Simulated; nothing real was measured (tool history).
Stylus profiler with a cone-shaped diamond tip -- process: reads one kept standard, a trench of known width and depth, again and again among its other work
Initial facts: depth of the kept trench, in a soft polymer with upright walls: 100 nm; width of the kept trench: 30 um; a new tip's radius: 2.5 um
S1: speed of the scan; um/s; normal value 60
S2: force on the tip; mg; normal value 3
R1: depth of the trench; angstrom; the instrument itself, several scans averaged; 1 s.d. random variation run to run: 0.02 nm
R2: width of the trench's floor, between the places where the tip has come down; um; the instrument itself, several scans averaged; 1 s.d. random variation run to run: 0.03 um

run,hour,S1,S2,R1,R2
1,0,60,3,1008.4,28.2
2,11.7,60,1.9,1005.7,28.14
3,33,60,1.9,1005.2,28.13
4,47.9,60,1.9,1005.4,28.1
5,65.7,60,1.9,1005.6,28.06
6,84.5,49,1.9,1005.3,28.19
7,97.7,49,1.9,1005.2,28.21
8,120.9,49,1.9,1005.8,28.15
9,138.1,34,3,1008.2,28.26
10,148.2,34,3,1008.3,28.33
11,164.8,60,3.46,1009,28.22
12,178.5,60,3,1008.2,28.17
13,201.9,60,3,1008.1,28.2
14,215.3,60,3,1007.8,28.17
15,238.8,60,3,1008,28.11
16,257.3,60,3,1008.2,28.08
17,270.3,17,3,1007.7,28.38
18,287.7,55,3,1008.3,28.18
# hour 289.7: height scale calibrated on a step standard
19,312.8,60,3,1007.1,28.18
20,327,60,3,1007.1,28.11
21,337.7,47,2.13,1005.3,28.11
22,353.5,48,2.62,1005.9,28.16
# hour 365.5: height scale calibrated on a step standard, once more
23,366.7,132,8.87,1019.3,28.04
24,391,132,8.87,1019.4,28.11
25,402.3,33,2.64,1008.4,28.25
26,413.2,26,3.07,1009.8,28.36
27,434.3,26,4.62,1012.2,28.35
28,456.4,60,3.13,1009.5,28.13
29,479.7,60,3.13,1009.6,28.17
30,498.2,18,5.94,1014.9,28.37
31,521.3,18,5.94,1015,28.37
32,533.4,237,2.01,1007.4,26.92
33,549.4,237,2.01,1006.8,26.92
34,563.5,16,2.87,1009.4,28.33
35,574.8,75,2.38,1007.5,28.01
36,598.9,82,2.09,1007,27.91
37,612.9,18,2.05,1006.8,28.33
38,633.8,125,3.69,1010.7,27.84
39,657.8,110,3,1009.1,27.83
40,671.2,34,1.35,1004.8,28.2

Measured less the same run without the tool's hidden state. The same run-to-run variation is in both; the gauge's scatter may not be:
The tool's hidden condition here consists of: radius of the tip, um; height scale over the true one, %; drift of the gauge itself on depth_nm, %; drift of the gauge itself on floor_um, %.
run,R1,R2
1,-1.3,-0.1
2,-1.3,-0.1
3,-1.3,-0.1
4,-1.3,-0.1
5,-1.4,-0.11
6,-1.4,-0.11
7,-1.4,-0.11
8,-1.5,-0.11
9,-1.4,-0.11
10,-1.4,-0.11
11,-1.5,-0.12
12,-1.5,-0.11
13,-1.5,-0.12
14,-1.5,-0.13
15,-1.5,-0.13
16,-1.6,-0.13
17,-1.6,-0.13
18,-1.6,-0.13
19,-2.2,-0.14
20,-2.2,-0.14
21,-2.3,-0.14
22,-2.2,-0.14
23,-0.2,-0.15
24,-0.1,-0.15
25,-0.1,-0.15
26,-0.2,-0.15
27,-0.2,-0.15
28,-0.3,-0.16
29,-0.3,-0.15
30,-0.3,-0.17
31,-0.4,-0.16
32,-0.3,-0.17
33,-0.3,-0.17
34,-0.4,-0.17
35,-0.4,-0.17
36,-0.4,-0.17
37,-0.4,-0.18
38,-0.5,-0.18
39,-0.5,-0.19
40,-0.5,-0.18
